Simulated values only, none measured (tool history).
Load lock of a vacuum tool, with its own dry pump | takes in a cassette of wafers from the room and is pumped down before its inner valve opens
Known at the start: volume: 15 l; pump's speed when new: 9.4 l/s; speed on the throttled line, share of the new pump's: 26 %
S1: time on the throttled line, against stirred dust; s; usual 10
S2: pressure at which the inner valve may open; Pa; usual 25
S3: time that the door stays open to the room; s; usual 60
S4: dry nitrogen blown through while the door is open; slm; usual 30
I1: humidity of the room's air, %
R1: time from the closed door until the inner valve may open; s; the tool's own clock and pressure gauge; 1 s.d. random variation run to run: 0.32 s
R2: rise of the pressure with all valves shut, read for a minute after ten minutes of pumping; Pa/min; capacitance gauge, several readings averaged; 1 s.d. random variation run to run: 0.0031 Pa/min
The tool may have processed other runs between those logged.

run 1 day=0 | S1=10 S2=25 S3=60 S4=30 | I1=46.2 | R1=21.4 R2=0.061
run 2 day=5.058 | S1=10 S2=25 S3=60 S4=30 | I1=44.2 | R1=21.1 R2=0.061
run 3 day=10.962 | S1=10 S2=25 S3=60 S4=30 | I1=44.7 | R1=21.3 R2=0.065
run 4 day=16.083 | S1=10 S2=25 S3=60 S4=30 | I1=45.3 | R1=21 R2=0.066
run 5 day=21.471 | S1=10 S2=25 S3=60 S4=30 | I1=41.6 | R1=21.1 R2=0.063
run 6 day=26.888 | S1=10 S2=25 S3=60 S4=30 | I1=43.2 | R1=21.4 R2=0.066
run 7 day=31.25 | S1=10 S2=25 S3=60 S4=30 | I1=43.4 | R1=21.2 R2=0.06
run 8 day=36.304 | S1=10 S2=25 S3=60 S4=30 | I1=48.5 | R1=21.3 R2=0.067
run 9 day=39.496 | S1=10 S2=25 S3=60 S4=30 | I1=48.4 | R1=20.8 R2=0.077
run 10 day=45.229 | S1=10 S2=25 S3=60 S4=30 | I1=46.2 | R1=20.8 R2=0.065
run 11 day=50.025 | S1=10 S2=25 S3=60 S4=30 | I1=45.8 | R1=21.9 R2=0.069
run 12 day=55.604 | S1=10 S2=25 S3=81 S4=30 | I1=47.7 | R1=21.9 R2=0.08
run 13 day=59.817 | S1=10 S2=25 S3=81 S4=30 | I1=42.6 | R1=21.2 R2=0.07
run 14 day=65.517 | S1=14 S2=25 S3=60 S4=30 | I1=45.3 | R1=24.3 R2=0.078
run 15 day=70.479 | S1=6 S2=25 S3=78 S4=31 | I1=42.7 | R1=19.2 R2=0.075
run 16 day=74.688 | S1=6 S2=25 S3=78 S4=31 | I1=44.2 | R1=18.1 R2=0.077
run 17 day=80.108 | S1=9 S2=35 S3=204 S4=15 | I1=46.9 | R1=20.5 R2=0.169
run 18 day=82.917 | S1=10 S2=25 S3=86 S4=30 | I1=45.5 | R1=21.6 R2=0.084
run 19 day=88.058 | S1=10 S2=25 S3=47 S4=7 | I1=42.6 | R1=21.3 R2=0.097
run 20 day=91.688 | S1=10 S2=25 S3=79 S4=10 | I1=45.5 | R1=21.8 R2=0.121
run 21 day=95.342 | S1=17 S2=41 S3=57 S4=8 | I1=48.9 | R1=25.8 R2=0.122
run 22 day=98.658 | S1=7 S2=29 S3=208 S4=38 | I1=46.7 | R1=19.3 R2=0.118
run 23 day=105.083 | S1=6 S2=29 S3=230 S4=38 | I1=48.1 | R1=18.9 R2=0.13
run 24 day=110.046 | S1=10 S2=20 S3=72 S4=30 | I1=47.9 | R1=22 R2=0.09
run 25 day=112.979 | S1=10 S2=20 S3=45 S4=13 | I1=45 | R1=21.9 R2=0.092
run 26 day=117.871 | S1=10 S2=20 S3=45 S4=13 | I1=42.4 | R1=21.7 R2=0.092
run 27 day=120.958 | S1=10 S2=35 S3=93 S4=30 | I1=43.3 | R1=21.7 R2=0.1
run 28 day=127.229 | S1=9 S2=39 S3=60 S4=30 | I1=48.1 | R1=20 R2=0.088

3 options for the next run, each taken on its own from the tool as it stands now. Forecast them:
run A day=131.704 | S1=11 S2=18 S3=60 S4=30 | I1=44.5 | R1=? R2=?
run B day=131.704 | S1=10 S2=25 S3=78 S4=9 | I1=46.7 | R1=? R2=?
run C day=131.704 | S1=9 S2=40 S3=60 S4=30 | I1=47.2 | R1=? R2=?

run=A R1=22.9 R2=0.088
run=B R1=21.7 R2=0.13
run=C R1=19.6 R2=0.09
Take away the tool's hidden state, keep each run's random variation, and the runs would have read:
run=A R1=21.7 R2=0.06
run=B R1=20.6 R2=0.101
run=C R1=18.6 R2=0.062

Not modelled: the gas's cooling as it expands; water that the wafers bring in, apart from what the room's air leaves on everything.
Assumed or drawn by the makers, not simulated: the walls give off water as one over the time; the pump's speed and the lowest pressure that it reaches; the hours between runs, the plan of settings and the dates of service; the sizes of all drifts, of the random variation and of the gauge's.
